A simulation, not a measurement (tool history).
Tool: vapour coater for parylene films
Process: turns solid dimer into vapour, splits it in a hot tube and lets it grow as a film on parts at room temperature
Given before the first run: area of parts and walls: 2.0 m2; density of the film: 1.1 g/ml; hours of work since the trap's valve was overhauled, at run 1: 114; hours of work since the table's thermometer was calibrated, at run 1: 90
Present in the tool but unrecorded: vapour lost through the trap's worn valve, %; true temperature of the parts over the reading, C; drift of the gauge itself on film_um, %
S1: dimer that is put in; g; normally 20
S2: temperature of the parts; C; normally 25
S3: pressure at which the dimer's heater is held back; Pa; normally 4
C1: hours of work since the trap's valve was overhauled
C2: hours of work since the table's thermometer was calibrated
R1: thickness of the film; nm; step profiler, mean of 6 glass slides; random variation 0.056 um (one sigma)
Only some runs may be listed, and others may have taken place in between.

run	hour	S1	S2	S3	C1	C2	R1
1	0	20	25	4	114	90	6430
2	17	20	25	4	128	104	6370
3	48.1	20	25	7.32	154	130	5580
4	71.8	20	31	4	174	150	4970
5	88.9	20	30	4	189	164	5180
6	121.3	24	25	4	216	192	7530
7	137.4	20	27	4	230	205	5820
8	162.7	35	25	4	251	227	10880
9	183.6	35	25	4	268	244	10980
10	206.6	34	25	4	288	263	10490
11	234.9	20	25	10.12	312	287	4940
12	263	20	25	10.12	335	311	4830
13	284.5	20	25	10.12	353	329	4800
14	307.2	20	25	2.36	372	348	7020
15	328.5	20	25	10.68	390	366	4690
# hour 352.7: trap's valve overhauled
16	363.5	20	25	10.68	9	392	5190
17	394.4	20	36	10.68	35	418	3290
18	408.6	20	25	4	47	430	6630
19	436.9	20	25	4	71	454	6680
20	459.1	20	25	4	90	473	6530
21	490.1	20	25	4	116	499	6360
22	520.5	20	25	4	141	524	6530
23	550.3	20	25	4	166	549	6520
24	577.7	12	31	10.39	189	572	2390
25	599.8	12	31	10.39	208	591	2360
26	621.1	12	31	10.39	226	609	2350
# hour 624.2: table's thermometer calibrated
27	636.9	12	31	10.39	238	11	2430
28	668.4	20	27	4	265	37	5890
29	682.3	17	27	4	276	49	4990
30	715.8	17	27	4	305	77	4940
31	734.8	21	18	4	321	93	8620
32	748.6	19	24	4.32	332	105	6130
33	775.5	19	31	4.32	355	127	4520
34	793.2	19	26	4	370	142	5610
# hour 801.7: table's thermometer calibrated, once more
35	824.2	19	26	4	395	19	5400
# hour 843: trap's valve overhauled
36	848.7	19	26	4	5	36	6000
37	864.2	19	26	4	18	49	5870
38	877.9	15	21	5.75	29	61	5240
39	894.8	20	26	8.82	44	75	5070
40	922.8	25	34	8.82	67	99	4580
41	943.3	20	25	3.25	84	116	6720
42	967.3	19	25	2.67	105	136	6670
43	991.5	10	23	4.96	125	156	3250
44	1011.7	20	20	4.08	142	173	7640

Predict the results of run 45:
45	1036.8	20	20	4.08	163	194	?

{"run 45": {"R1": 7800}}
If the tool had no hidden condition, the same run with the same run-to-run variation would have returned R1 8110 nm.
